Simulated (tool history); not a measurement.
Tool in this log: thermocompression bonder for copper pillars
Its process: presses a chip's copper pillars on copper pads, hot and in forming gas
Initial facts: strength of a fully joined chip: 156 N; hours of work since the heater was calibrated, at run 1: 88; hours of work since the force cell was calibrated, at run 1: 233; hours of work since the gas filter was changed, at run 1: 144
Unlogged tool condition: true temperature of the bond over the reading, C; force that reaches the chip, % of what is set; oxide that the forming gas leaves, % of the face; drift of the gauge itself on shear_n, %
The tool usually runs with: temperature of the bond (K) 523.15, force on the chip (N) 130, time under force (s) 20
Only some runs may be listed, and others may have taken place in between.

run   hour  temperature of the bond (K)  force on the chip (N)  time under force (s)  hours of work since the heater was calibrated  hours of work since the force cell was calibrated  hours of work since the gas filter was changed  force that shears a chip off (N)
  1    0.0                       523.15                    130                    20                                             88                                                233                                             144                              78.4
  2   19.5                       523.15                    130                    16                                            100                                                245                                             156                              72.8
  3   33.8                       523.15                    130                    20                                            108                                                254                                             165                              77.6
  4   51.9                       508.15                    130                    20                                            120                                                265                                             176                              64.3
  5   63.7                       524.15                    130                    20                                            127                                                273                                             183                              78.4
  6   79.1                       523.15                    130                    40                                            136                                                282                                             193                              94.3
  7   98.8                       523.15                    130                    20                                            148                                                294                                             205                              76.6
  8  117.8                       523.15                    130                    20                                            160                                                306                                             217                              76.4
     120.9  -- force cell calibrated
     135.2  -- forming gas filter changed
  9  140.5                       523.15                    130                    20                                            173                                                 12                                               3                              83.0
 10  161.2                       537.15                    130                    26                                            186                                                 24                                              16                             104.0
 11  180.3                       537.15                    130                    26                                            197                                                 36                                              28                             101.8
 12  200.4                       520.15                    130                    48                                            210                                                 49                                              40                             103.8
 13  209.8                       495.15                    186                    20                                            216                                                 54                                              46                              75.2
 14  221.9                       508.15                    101                    33                                            223                                                 62                                              53                              66.7
 15  241.4                       525.15                     84                    11                                            235                                                 74                                              65                              46.5
     254.0  -- force cell calibrated, once more
 16  262.0                       495.15                    120                    13                                            247                                                  5                                              77                              43.1
 17  271.4                       510.15                    130                    26                                            252                                                 11                                              83                              73.8
 18  286.2                       531.15                    126                    20                                            262                                                 20                                              92                              85.6

Hidden state or all else? Some run-to-run changes of force that shears a chip off (N), split into what the settings, what came in and random variation would give without the hidden state, and what is left for the hidden state (with any gauge scatter that isn't in both results):
Run 8 -> 9: force cell calibrated, forming gas filter changed. force that shears a chip off (N) +6.6: hidden state +7.1, all else -0.5.
Run 16 -> 17: temperature of the bond (K) 495.15 -> 510.15, force on the chip (N) 120 -> 130, time under force (s) 13 -> 26. force that shears a chip off (N) +30.7: hidden state -1.1, all else +31.8.
